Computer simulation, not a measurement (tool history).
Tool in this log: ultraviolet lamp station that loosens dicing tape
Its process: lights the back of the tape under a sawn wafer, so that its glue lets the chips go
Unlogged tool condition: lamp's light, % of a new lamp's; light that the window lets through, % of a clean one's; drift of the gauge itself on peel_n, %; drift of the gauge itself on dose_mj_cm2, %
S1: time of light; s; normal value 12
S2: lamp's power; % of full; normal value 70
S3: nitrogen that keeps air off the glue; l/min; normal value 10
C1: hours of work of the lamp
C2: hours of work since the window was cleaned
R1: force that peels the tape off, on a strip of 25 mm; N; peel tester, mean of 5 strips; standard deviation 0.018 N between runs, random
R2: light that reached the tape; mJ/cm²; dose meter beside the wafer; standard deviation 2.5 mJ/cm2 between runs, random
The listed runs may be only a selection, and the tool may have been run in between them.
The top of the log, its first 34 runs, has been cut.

run 35 hour=301.2 | S1=7 S2=81 S3=10 | C1=190 C2=239 | R1=1.807 R2=194
run 36 hour=312.2 | S1=7 S2=81 S3=10 | C1=195 C2=244 | R1=1.786 R2=188
run 37 hour=319.4 | S1=8 S2=96 S3=10 | C1=198 C2=247 | R1=1.029 R2=263
run 38 hour=325.4 | S1=19 S2=95 S3=17 | C1=200 C2=249 | R1=0.234 R2=618
run 39 hour=331.7 | S1=7 S2=70 S3=19 | C1=203 C2=252 | R1=1.852 R2=169
run 40 hour=343.8 | S1=7 S2=74 S3=11 | C1=208 C2=257 | R1=2.027 R2=180
run 41 hour=350.9 | S1=7 S2=74 S3=11 | C1=211 C2=260 | R1=2.017 R2=174
run 42 hour=363.1 | S1=6 S2=60 S3=10 | C1=216 C2=265 | R1=3.491 R2=120
run 43 hour=372.6 | S1=6 S2=87 S3=10 | C1=220 C2=269 | R1=2.058 R2=180
run 44 hour=379.4 | S1=17 S2=67 S3=4 | C1=223 C2=271 | R1=0.786 R2=385

Forecast each of these 4 alternatives for the next run:
run A hour=388.2 | S1=12 S2=70 S3=5 | C1=226 C2=275 | R1=? R2=?
run B hour=388.2 | S1=8 S2=88 S3=6 | C1=226 C2=275 | R1=? R2=?
run C hour=388.2 | S1=17 S2=85 S3=4 | C1=226 C2=275 | R1=? R2=?
run D hour=388.2 | S1=13 S2=63 S3=11 | C1=226 C2=275 | R1=? R2=?

run=A R1=1.309 R2=284
run=B R1=1.612 R2=244
run=C R1=0.499 R2=493
run=D R1=0.869 R2=280
Without the tool's hidden state the same runs would have given:
run=A R1=1.304 R2=285
run=B R1=1.606 R2=244
run=C R1=0.497 R2=494
run=D R1=0.865 R2=281
